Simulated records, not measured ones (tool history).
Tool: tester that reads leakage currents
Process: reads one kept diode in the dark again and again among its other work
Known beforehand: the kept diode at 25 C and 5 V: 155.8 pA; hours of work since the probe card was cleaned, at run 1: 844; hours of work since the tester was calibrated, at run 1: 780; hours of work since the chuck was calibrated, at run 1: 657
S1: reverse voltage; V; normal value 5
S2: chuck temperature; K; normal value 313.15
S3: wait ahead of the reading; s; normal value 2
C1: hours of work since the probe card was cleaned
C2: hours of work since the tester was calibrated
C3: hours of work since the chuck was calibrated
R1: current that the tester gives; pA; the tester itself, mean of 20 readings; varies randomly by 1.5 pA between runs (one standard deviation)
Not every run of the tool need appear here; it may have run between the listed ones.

run     day     S1      S2    S3    C1    C2   C3       R1
  1       0      5  313.15     2   844   780  657   549.33
  2   1.529      5  313.15     2   870   806  683   549.94
  3   3.012      5  313.15     2   896   832  709   545.91
  4   4.738      5  313.15     2   927   863  740   547.89
  5   6.571      5  313.15     2   959   895  772   545.53
      8.083  -- chuck's temperature calibrated
  6   8.629      5  313.15     2   994   930   10   581.21
  7  10.208      5  313.15  7.15  1021   957   37   578.95
  8  11.412      5  313.15  7.15  1042   978   58   577.33
  9  13.233      5  313.15  7.15  1074  1010   90   573.05
 10  14.867      5  313.15  7.15  1103  1039  119   575.61
 11  16.188      5  313.15     2  1126  1062  142   574.47
 12  18.167      5  313.15     2  1161  1097  177    575.1
 13  19.317      5  299.15     2  1181  1117  197   170.12
 14  20.479      5  299.15     2  1201  1137  217   169.83
 15  22.167      5  299.15     2  1231  1167  247   168.53
 16    23.9      5  313.15     2  1261  1197  278   568.37
 17   24.95      5  313.15     2  1280  1216  296   568.07
 18  26.429      5  313.15     2  1306  1242  322   569.91
 19    28.3   3.78  308.15     2  1339  1275  355   328.84
 20  30.346   4.79  308.15  0.98  1375  1311  391   364.59
 21  31.296   6.29  308.15  3.12  1391  1327  407   409.18
 22  33.229   6.29  308.15  3.12  1425  1361  441   408.46
 23  34.562  14.07  320.15     2  1449  1385  465  1563.35
 24  36.225  14.07  294.15  1.19  1478  1414  494   171.92
 25  38.096  14.07  294.15  1.19  1511  1447  527   171.13
 26  39.962   8.41  325.15     2  1543  1479  559  1837.34
 27  40.892   1.65  333.15  0.55  1560  1496  576  1683.02
 28  42.325  12.56  313.15  0.75  1585  1521  601   832.37
 29  43.412   2.34  316.15     2  1604  1540  620   513.19
 30  44.371   7.06  296.15   7.3  1621  1557  637   147.92
 31  45.825   2.79  308.15     2  1646  1582  662   282.71
 32  47.754  16.02  298.15  5.06  1680  1616  696   255.74
 33  48.688  16.02  298.15  5.06  1697  1633  713   257.51
 34  50.117      5  301.15  0.52  1722  1658  738   195.94
 35  52.083      5  301.15  0.52  1756  1692  772   196.27
     53.612  -- chuck's temperature calibrated
 36  53.612      5  301.15  0.52  1781  1717    0   208.89

A few steps of R1 between consecutive runs. Split each: what settings, incoming material and random variation would produce without the hidden state, and what is left over for the hidden state, along with gauge scatter present in only one of the two compared results (measured, and without hidden state):
The tool's hidden condition here consists of: stray current of the dirty probe card, pA a volt; current scale over the true one, %; true chuck temperature over the reading, C; drift of the gauge itself on leakage_pa, %.
Run 22 -> 23: S1 6.29 -> 14.07, S2 308.15 -> 320.15, S3 3.12 -> 2. R1 +1154.89 pA: hidden state -46.88, all else +1201.77.
Run 23 -> 24: S2 320.15 -> 294.15, S3 2 -> 1.19. R1 -1391.43 pA: hidden state +64.64, all else -1456.07.
Run 25 -> 26: S1 14.07 -> 8.41, S2 294.15 -> 325.15, S3 1.19 -> 2. R1 +1666.21 pA: hidden state -92.33, all else +1758.54.
Run 27 -> 28: S1 1.65 -> 12.56, S2 333.15 -> 313.15, S3 0.55 -> 0.75. R1 -850.65 pA: hidden state +49.05, all else -899.7.
